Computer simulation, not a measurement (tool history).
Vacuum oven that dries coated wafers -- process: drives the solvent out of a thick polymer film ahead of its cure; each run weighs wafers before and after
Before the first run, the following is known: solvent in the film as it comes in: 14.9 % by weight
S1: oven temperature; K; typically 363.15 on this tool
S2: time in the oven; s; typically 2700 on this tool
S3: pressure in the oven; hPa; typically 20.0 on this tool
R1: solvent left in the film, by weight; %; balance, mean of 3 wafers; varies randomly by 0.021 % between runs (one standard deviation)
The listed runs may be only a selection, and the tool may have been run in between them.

Run 1, hour 0.0: usual settings. Result: R1 1.41 %.
Run 2, hour 76.5: usual settings. Result: R1 1.42 %.
Run 3, hour 120.9: usual settings. Result: R1 1.46 %.
Run 4, hour 180.1: usual settings but S2 2820 s. Result: R1 1.37 %.
Run 5, hour 226.7: usual settings but S2 2820 s. Result: R1 1.36 %.
Run 6, hour 264.6: usual settings but S2 1620 s. Result: R1 3.08 %.
Run 7, hour 342.0: usual settings but S2 1620 s. Result: R1 3.15 %.
Run 8, hour 410.8: usual settings but S2 1620 s. Result: R1 3.17 %.
Run 9, hour 482.7: usual settings but S2 2340 s. Result: R1 1.92 %.
Run 10, hour 526.4: usual settings. Result: R1 1.52 %.
Run 11, hour 570.3: usual settings. Result: R1 1.57 %.
Run 12, hour 642.0: usual settings. Result: R1 1.58 %.
Run 13, hour 719.7: usual settings but S3 56.5 hPa. Result: R1 2.36 %.
Run 14, hour 808.6: usual settings but S3 56.5 hPa. Result: R1 2.37 %.
Run 15, hour 903.9: usual settings but S3 56.5 hPa. Result: R1 2.21 %.
Run 16, hour 977.6: usual settings but S3 56.5 hPa. Result: R1 2.24 %.
Run 17, hour 1025.9: usual settings but S3 56.5 hPa. Result: R1 2.26 %.
Run 18, hour 1100.4: usual settings. Result: R1 1.53 %.
Run 19, hour 1146.3: usual settings but S1 370.15 K. Result: R1 0.59 %.
Run 20, hour 1224.4: usual settings but S1 370.15 K. Result: R1 0.61 %.
Run 21, hour 1292.1: usual settings but S1 370.15 K. Result: R1 0.64 %.
Run 22, hour 1384.1: usual settings but S1 349.15 K, S2 4320 s. Result: R1 3.72 %.
Run 23, hour 1439.5: usual settings but S1 360.15 K, S2 2580 s, S3 14.9 hPa. Result: R1 2.22 %.
Run 24, hour 1529.2: usual settings but S1 360.15 K, S2 2580 s, S3 11.9 hPa. Result: R1 2.22 %.
Run 25, hour 1599.7: usual settings but S1 371.15 K, S2 2520 s, S3 21.8 hPa. Result: R1 0.67 %.
Run 26, hour 1684.0: usual settings but S1 360.15 K, S2 2520 s, S3 24.3 hPa. Result: R1 2.59 %.
Run 27, hour 1741.9: usual settings but S1 349.15 K, S2 2520 s, S3 19.9 hPa. Result: R1 6.01 %.
Run 28, hour 1809.5: usual settings but S1 354.15 K, S3 19.9 hPa. Result: R1 4.08 %.
Run 29, hour 1881.3: usual settings but S1 354.15 K, S3 19.9 hPa. Result: R1 3.71 %.
Run 30, hour 1947.8: usual settings but S1 352.15 K, S2 3420 s, S3 10.4 hPa. Result: R1 3.04 %.
Run 31, hour 2003.5: usual settings but S1 352.15 K, S2 3420 s, S3 10.4 hPa. Result: R1 3.06 %.
Run 32, hour 2044.7: usual settings but S1 355.15 K, S3 22.5 hPa. Result: R1 3.47 %.
Run 33, hour 2122.0: usual settings but S2 4860 s, S3 39.9 hPa. Result: R1 1.07 %.
Run 34, hour 2209.1: usual settings but S3 77.1 hPa. Result: R1 2.62 %.
Run 35, hour 2264.1: usual settings but S1 354.15 K, S2 4500 s, S3 11.0 hPa. Result: R1 1.67 %.
Run 36, hour 2331.1: usual settings but S1 354.15 K, S2 4500 s, S3 11.0 hPa. Result: R1 1.65 %.
Run 37, hour 2412.8: usual settings but S1 354.15 K, S2 4500 s, S3 11.0 hPa. Result: R1 1.67 %.
Run 38, hour 2497.5: usual settings but S1 354.15 K, S2 1440 s, S3 11.0 hPa. Result: R1 6.25 %.
Run 39, hour 2561.9: usual settings but S1 354.15 K, S2 1560 s, S3 11.0 hPa. Result: R1 5.91 %.
Run 40, hour 2642.0: usual settings but S1 365.15 K, S2 4020 s, S3 23.0 hPa. Result: R1 0.72 %.
Run 41, hour 2720.9: usual settings but S2 1680 s. Result: R1 2.94 %.

Missing from the log above: 3 entries noted between runs. For each, name the pair of listed runs it sits between and say how the tool's hidden condition differs from the listed run just before to the listed run just after:
From run 14 to run 15: oven's thermocouples calibrated (hour 864.4)
  true wafer temperature over the reading, C: -0.89 -> -0.21; true pressure over the reading, kPa: 0.189 -> 0.209
  the result without the hidden state subtracted from the measured one, R1: +0.23 -> +0.09 %
From run 28 to run 29: oven's thermocouples calibrated (hour 1881.3)
  true wafer temperature over the reading, C: -0.83 -> 0.17; true pressure over the reading, kPa: 0.403 -> 0.417
  the result without the hidden state subtracted from the measured one, R1: +0.38 -> +0.05 %
From run 29 to run 30: vacuum gauge cleaned of residue and calibrated (hour 1947.8)
  true wafer temperature over the reading, C: 0.17 -> 0.13; true pressure over the reading, kPa: 0.417 -> -0.001
  the result without the hidden state subtracted from the measured one, R1: +0.05 -> -0.04 %

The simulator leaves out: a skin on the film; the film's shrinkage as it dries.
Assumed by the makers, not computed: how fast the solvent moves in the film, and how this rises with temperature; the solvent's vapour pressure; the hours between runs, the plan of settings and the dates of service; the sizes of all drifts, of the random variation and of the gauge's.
